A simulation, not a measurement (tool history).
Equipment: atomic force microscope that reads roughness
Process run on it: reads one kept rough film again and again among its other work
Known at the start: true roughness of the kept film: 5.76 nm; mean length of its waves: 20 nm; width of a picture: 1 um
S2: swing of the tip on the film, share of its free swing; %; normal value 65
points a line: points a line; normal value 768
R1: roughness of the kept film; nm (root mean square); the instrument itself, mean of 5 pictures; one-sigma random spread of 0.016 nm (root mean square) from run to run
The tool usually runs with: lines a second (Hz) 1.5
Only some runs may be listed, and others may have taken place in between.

{"run": 1, "hour": 0.0, "lines a second (Hz)": 1.5, "S2": 65, "points a line": 768, "R1": 3.938}
{"run": 2, "hour": 36.0, "lines a second (Hz)": 1.5, "S2": 65, "points a line": 768, "R1": 3.926}
{"run": 3, "hour": 65.5, "lines a second (Hz)": 1.48, "S2": 65, "points a line": 768, "R1": 3.922}
{"run": 4, "hour": 112.1, "lines a second (Hz)": 1.48, "S2": 65, "points a line": 768, "R1": 3.901}
{"hour": 133.2, "done": "new tip fitted"}
{"run": 5, "hour": 135.9, "lines a second (Hz)": 1.48, "S2": 65, "points a line": 768, "R1": 3.918}
{"run": 6, "hour": 178.0, "lines a second (Hz)": 1.48, "S2": 65, "points a line": 768, "R1": 3.942}
{"run": 7, "hour": 214.0, "lines a second (Hz)": 1.48, "S2": 65, "points a line": 927, "R1": 3.959}
{"run": 8, "hour": 240.1, "lines a second (Hz)": 1.48, "S2": 65, "points a line": 927, "R1": 3.915}
{"run": 9, "hour": 267.5, "lines a second (Hz)": 1.48, "S2": 65, "points a line": 927, "R1": 3.923}
{"run": 10, "hour": 306.7, "lines a second (Hz)": 1.5, "S2": 65, "points a line": 768, "R1": 3.904}
{"run": 11, "hour": 337.8, "lines a second (Hz)": 1.5, "S2": 65, "points a line": 768, "R1": 3.93}
{"run": 12, "hour": 374.8, "lines a second (Hz)": 0.53, "S2": 65, "points a line": 768, "R1": 4.009}
{"run": 13, "hour": 398.7, "lines a second (Hz)": 0.53, "S2": 65, "points a line": 474, "R1": 4.026}
{"run": 14, "hour": 447.9, "lines a second (Hz)": 1.5, "S2": 65, "points a line": 263, "R1": 3.829}
{"run": 15, "hour": 475.5, "lines a second (Hz)": 1.5, "S2": 65, "points a line": 263, "R1": 3.795}
{"run": 16, "hour": 502.0, "lines a second (Hz)": 1.5, "S2": 65, "points a line": 263, "R1": 3.815}
{"run": 17, "hour": 539.8, "lines a second (Hz)": 1.5, "S2": 65, "points a line": 263, "R1": 3.787}
{"hour": 544.9, "done": "new tip fitted"}
{"run": 18, "hour": 593.2, "lines a second (Hz)": 1.5, "S2": 65, "points a line": 263, "R1": 3.793}
{"run": 19, "hour": 639.9, "lines a second (Hz)": 1.5, "S2": 75, "points a line": 768, "R1": 3.805}
{"run": 20, "hour": 675.6, "lines a second (Hz)": 1.5, "S2": 64, "points a line": 768, "R1": 3.946}
{"run": 21, "hour": 729.8, "lines a second (Hz)": 0.6, "S2": 64, "points a line": 768, "R1": 4.055}
{"run": 22, "hour": 765.3, "lines a second (Hz)": 0.6, "S2": 64, "points a line": 768, "R1": 4.049}
{"run": 23, "hour": 808.8, "lines a second (Hz)": 0.6, "S2": 64, "points a line": 768, "R1": 4.027}
{"run": 24, "hour": 849.7, "lines a second (Hz)": 0.6, "S2": 64, "points a line": 768, "R1": 4.016}
{"run": 25, "hour": 881.5, "lines a second (Hz)": 2.38, "S2": 64, "points a line": 768, "R1": 3.855}
{"run": 26, "hour": 909.8, "lines a second (Hz)": 1.5, "S2": 65, "points a line": 768, "R1": 3.893}
{"hour": 956.1, "done": "new tip fitted"}
{"run": 27, "hour": 964.0, "lines a second (Hz)": 1.36, "S2": 74, "points a line": 410, "R1": 3.815}
{"run": 28, "hour": 996.4, "lines a second (Hz)": 0.53, "S2": 74, "points a line": 922, "R1": 4.012}
{"run": 29, "hour": 1047.9, "lines a second (Hz)": 0.53, "S2": 74, "points a line": 922, "R1": 3.992}
{"run": 30, "hour": 1069.9, "lines a second (Hz)": 1.15, "S2": 65, "points a line": 271, "R1": 3.838}
{"run": 31, "hour": 1118.4, "lines a second (Hz)": 1.15, "S2": 65, "points a line": 271, "R1": 3.835}
{"run": 32, "hour": 1149.6, "lines a second (Hz)": 1.15, "S2": 88, "points a line": 485, "R1": 3.669}
{"run": 33, "hour": 1203.7, "lines a second (Hz)": 1.15, "S2": 88, "points a line": 485, "R1": 3.65}
{"run": 34, "hour": 1250.3, "lines a second (Hz)": 3.55, "S2": 58, "points a line": 764, "R1": 3.831}
{"run": 35, "hour": 1293.2, "lines a second (Hz)": 1.5, "S2": 71, "points a line": 352, "R1": 3.811}
{"run": 36, "hour": 1323.5, "lines a second (Hz)": 1.5, "S2": 78, "points a line": 264, "R1": 3.628}
{"run": 37, "hour": 1360.1, "lines a second (Hz)": 1.5, "S2": 78, "points a line": 264, "R1": 3.61}
{"hour": 1367.5, "done": "new tip fitted"}
{"run": 38, "hour": 1395.4, "lines a second (Hz)": 1.5, "S2": 78, "points a line": 264, "R1": 3.634}
{"run": 39, "hour": 1431.6, "lines a second (Hz)": 0.86, "S2": 69, "points a line": 575, "R1": 3.957}
{"run": 40, "hour": 1457.7, "lines a second (Hz)": 1.5, "S2": 65, "points a line": 510, "R1": 3.918}
{"run": 41, "hour": 1498.9, "lines a second (Hz)": 1.5, "S2": 65, "points a line": 510, "R1": 3.919}
{"run": 42, "hour": 1543.2, "lines a second (Hz)": 1.5, "S2": 65, "points a line": 510, "R1": 3.895}
{"run": 43, "hour": 1579.6, "lines a second (Hz)": 1.5, "S2": 85, "points a line": 768, "R1": 3.63}
{"run": 44, "hour": 1609.5, "lines a second (Hz)": 2.19, "S2": 65, "points a line": 289, "R1": 3.75}
{"run": 45, "hour": 1648.5, "lines a second (Hz)": 0.83, "S2": 72, "points a line": 289, "R1": 3.855}
{"run": 46, "hour": 1682.0, "lines a second (Hz)": 0.83, "S2": 72, "points a line": 289, "R1": 3.843}
{"run": 47, "hour": 1736.5, "lines a second (Hz)": 0.83, "S2": 72, "points a line": 289, "R1": 3.833}
{"hour": 1778.0, "done": "new tip fitted"}
{"run": 48, "hour": 1778.8, "lines a second (Hz)": 1.5, "S2": 67, "points a line": 763, "R1": 3.93}
{"run": 49, "hour": 1831.1, "lines a second (Hz)": 1.16, "S2": 67, "points a line": 657, "R1": 3.931}
{"run": 50, "hour": 1862.0, "lines a second (Hz)": 2.06, "S2": 69, "points a line": 782, "R1": 3.825}
{"run": 51, "hour": 1907.8, "lines a second (Hz)": 0.5, "S2": 69, "points a line": 328, "R1": 3.964}
{"run": 52, "hour": 1930.6, "lines a second (Hz)": 0.5, "S2": 68, "points a line": 633, "R1": 4.03}

Below are 5 alternative next runs, each starting from the tool's condition after run 52. Predict each:
{"run": "A", "hour": 1960.7, "lines a second (Hz)": 3.49, "S2": 68, "points a line": 633, "R1": "?"}
{"run": "B", "hour": 1960.7, "lines a second (Hz)": 0.5, "S2": 68, "points a line": 895, "R1": "?"}
{"run": "C", "hour": 1960.7, "lines a second (Hz)": 0.64, "S2": 81, "points a line": 768, "R1": "?"}
{"run": "D", "hour": 1960.7, "lines a second (Hz)": 0.74, "S2": 82, "points a line": 399, "R1": "?"}
{"run": "E", "hour": 1960.7, "lines a second (Hz)": 1.06, "S2": 68, "points a line": 853, "R1": "?"}

run=A R1=3.649
run=B R1=4.035
run=C R1=3.921
run=D R1=3.832
run=E R1=3.955
The same runs, with their run-to-run variation unchanged, on a tool lacking any hidden condition would have given:
run=A R1=3.658
run=B R1=4.045
run=C R1=3.931
run=D R1=3.842
run=E R1=3.966
